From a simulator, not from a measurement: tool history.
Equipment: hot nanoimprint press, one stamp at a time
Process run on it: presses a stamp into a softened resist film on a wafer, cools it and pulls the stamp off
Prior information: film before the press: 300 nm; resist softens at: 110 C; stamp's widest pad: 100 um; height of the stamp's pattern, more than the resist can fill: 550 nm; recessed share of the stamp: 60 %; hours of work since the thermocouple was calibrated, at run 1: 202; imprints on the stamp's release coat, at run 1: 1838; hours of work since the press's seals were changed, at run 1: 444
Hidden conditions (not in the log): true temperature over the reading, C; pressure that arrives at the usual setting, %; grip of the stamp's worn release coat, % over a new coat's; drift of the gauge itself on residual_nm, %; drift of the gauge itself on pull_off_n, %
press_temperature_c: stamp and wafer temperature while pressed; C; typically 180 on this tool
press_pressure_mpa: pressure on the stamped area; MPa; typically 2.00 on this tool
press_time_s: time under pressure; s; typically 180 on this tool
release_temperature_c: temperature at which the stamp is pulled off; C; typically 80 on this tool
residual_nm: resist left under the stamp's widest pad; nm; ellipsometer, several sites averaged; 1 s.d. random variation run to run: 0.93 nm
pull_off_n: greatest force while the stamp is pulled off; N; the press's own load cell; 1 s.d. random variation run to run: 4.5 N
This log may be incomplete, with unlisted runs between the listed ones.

| run | hour | press_temperature_c | press_pressure_mpa | press_time_s | release_temperature_c | hours of work since the thermocouple was calibrated | imprints on the stamp's release coat | hours of work since the press's seals were changed | residual_nm | pull_off_n |
|---|---|---|---|---|---|---|---|---|---|---|
| 1 | 0.0 | 180 | 2.00 | 180 | 80 | 202 | 1838 | 444 | 136.7 | 295 |
|  | 21.7 | stamp cleaned and given a new release coat |
| 2 | 21.7 | 180 | 2.00 | 180 | 80 | 215 | 0 | 456 | 135.4 | 218 |
| 3 | 36.7 | 180 | 2.00 | 180 | 80 | 226 | 81 | 468 | 135.9 | 223 |
| 4 | 52.4 | 180 | 2.00 | 180 | 80 | 239 | 167 | 480 | 134.7 | 237 |
| 5 | 77.2 | 180 | 2.00 | 187 | 80 | 258 | 301 | 500 | 133.8 | 240 |
| 6 | 90.4 | 180 | 2.00 | 108 | 80 | 268 | 373 | 510 | 161.6 | 242 |
| 7 | 109.1 | 180 | 2.00 | 180 | 84 | 283 | 475 | 525 | 136.7 | 223 |
| 8 | 132.3 | 180 | 2.00 | 180 | 84 | 301 | 601 | 543 | 136.5 | 228 |
| 9 | 147.0 | 180 | 2.00 | 180 | 80 | 313 | 681 | 554 | 138.7 | 250 |
| 10 | 175.9 | 180 | 2.00 | 180 | 80 | 335 | 838 | 577 | 139.4 | 258 |
| 11 | 200.8 | 180 | 3.04 | 180 | 80 | 355 | 973 | 596 | 114.3 | 257 |
| 12 | 228.2 | 180 | 3.04 | 180 | 80 | 376 | 1122 | 618 | 114.6 | 267 |
| 13 | 250.8 | 180 | 3.04 | 180 | 80 | 394 | 1245 | 635 | 116.3 | 279 |
| 14 | 275.0 | 180 | 3.04 | 180 | 80 | 413 | 1377 | 654 | 115.2 | 281 |
| 15 | 299.6 | 180 | 2.00 | 180 | 80 | 432 | 1510 | 673 | 141.1 | 289 |
|  | 331.5 | press's hydraulic seals changed and the load cell set to zero |
| 16 | 332.9 | 180 | 2.40 | 118 | 80 | 452 | 1648 | 1 | 148.7 | 290 |
|  | 347.9 | plate thermocouple calibrated |
| 17 | 357.3 | 180 | 2.40 | 118 | 80 | 7 | 1764 | 18 | 140.4 | 291 |
| 18 | 382.5 | 181 | 2.59 | 103 | 88 | 27 | 1901 | 38 | 138.0 | 254 |
|  | 391.6 | stamp cleaned and given a new release coat |
| 19 | 414.4 | 181 | 2.59 | 103 | 88 | 47 | 124 | 58 | 138.2 | 190 |
| 20 | 428.1 | 181 | 2.79 | 103 | 69 | 58 | 199 | 69 | 133.6 | 269 |
| 21 | 448.8 | 185 | 2.79 | 133 | 68 | 74 | 311 | 85 | 99.7 | 278 |
| 22 | 466.4 | 185 | 2.79 | 283 | 68 | 88 | 407 | 98 | 73.8 | 283 |
| 23 | 494.7 | 184 | 2.82 | 133 | 71 | 110 | 561 | 121 | 105.0 | 283 |
| 24 | 524.1 | 180 | 2.83 | 170 | 80 | 133 | 721 | 144 | 117.2 | 255 |
| 25 | 538.4 | 180 | 2.09 | 170 | 80 | 144 | 798 | 155 | 136.1 | 262 |
| 26 | 551.8 | 180 | 2.09 | 170 | 79 | 155 | 871 | 165 | 135.0 | 258 |
| 27 | 566.0 | 180 | 2.09 | 170 | 86 | 166 | 949 | 176 | 134.2 | 236 |
| 28 | 591.3 | 180 | 2.09 | 170 | 86 | 186 | 1086 | 196 | 136.0 | 233 |
| 29 | 617.7 | 180 | 2.52 | 104 | 80 | 206 | 1229 | 217 | 149.2 | 274 |

Branching from run 29: 4 alternative next runs. What would each branch give?
| A | 644.9 | 180 | 2.17 | 129 | 80 | 227 | 1377 | 238 | ? | ? |
| B | 644.9 | 180 | 1.29 | 104 | 87 | 227 | 1377 | 238 | ? | ? |
| C | 644.9 | 180 | 2.00 | 355 | 86 | 227 | 1377 | 238 | ? | ? |
| D | 644.9 | 180 | 2.16 | 200 | 70 | 227 | 1377 | 238 | ? | ? |

| run | residual_nm | pull_off_n |
|---|---|---|
| A | 148.8 | 283 |
| B | 194.8 | 246 |
| C | 105.6 | 249 |
| D | 126.9 | 320 |
With no hidden state in the tool, these same runs would have given:
| run | residual_nm | pull_off_n |
|---|---|---|
| A | 143.2 | 219 |
| B | 189.3 | 190 |
| C | 101.2 | 192 |
| D | 121.8 | 247 |

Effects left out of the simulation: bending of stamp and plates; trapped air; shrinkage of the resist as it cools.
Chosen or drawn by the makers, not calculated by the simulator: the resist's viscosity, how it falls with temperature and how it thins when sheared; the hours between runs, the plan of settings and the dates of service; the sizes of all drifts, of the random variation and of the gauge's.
